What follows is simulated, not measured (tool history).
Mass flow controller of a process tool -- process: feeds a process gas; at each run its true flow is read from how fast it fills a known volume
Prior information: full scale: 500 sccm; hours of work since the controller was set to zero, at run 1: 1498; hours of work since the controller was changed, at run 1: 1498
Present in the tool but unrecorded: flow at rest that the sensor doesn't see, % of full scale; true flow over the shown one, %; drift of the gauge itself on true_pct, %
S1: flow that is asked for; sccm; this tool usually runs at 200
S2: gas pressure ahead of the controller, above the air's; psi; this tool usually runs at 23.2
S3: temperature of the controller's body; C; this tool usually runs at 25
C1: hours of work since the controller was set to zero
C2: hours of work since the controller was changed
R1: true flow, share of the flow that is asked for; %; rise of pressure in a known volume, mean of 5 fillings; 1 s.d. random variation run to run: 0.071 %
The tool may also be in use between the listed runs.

run    hour   S1    S2  S3    C1    C2     R1
  1     0.0  200  23.2  25  1498  1498  97.82
  2    98.5  200  23.2  25  1532  1532  97.68
  3   176.1  200  23.2  25  1560  1560  97.59
  4   269.9  200  23.2  25  1592  1592  97.62
  5   346.3  200  23.2  25  1619  1619  97.51
  6   430.2  493  23.2  25  1648  1648  98.72
  7   488.3  493  23.2  25  1669  1669  98.69
  8   583.1  281  22.8  26  1702  1702  97.91
  9   686.5  394  23.2  27  1738  1738  98.06
 10   804.5   50  23.2  22  1779  1779  94.66
 11   909.9  248  23.2  25  1816  1816  97.53
 12  1036.3  248  23.2  25  1860  1860  97.60
 13  1095.7  248  23.2  25  1881  1881  97.68

Had the tool no unlogged condition, and each run kept its random variation, what would the results have been?
run      R1
  1   99.48
  2   99.37
  3   99.32
  4   99.39
  5   99.30
  6  100.11
  7  100.10
  8   99.59
  9   99.61
 10   99.03
 11   99.39
 12   99.51
 13   99.62

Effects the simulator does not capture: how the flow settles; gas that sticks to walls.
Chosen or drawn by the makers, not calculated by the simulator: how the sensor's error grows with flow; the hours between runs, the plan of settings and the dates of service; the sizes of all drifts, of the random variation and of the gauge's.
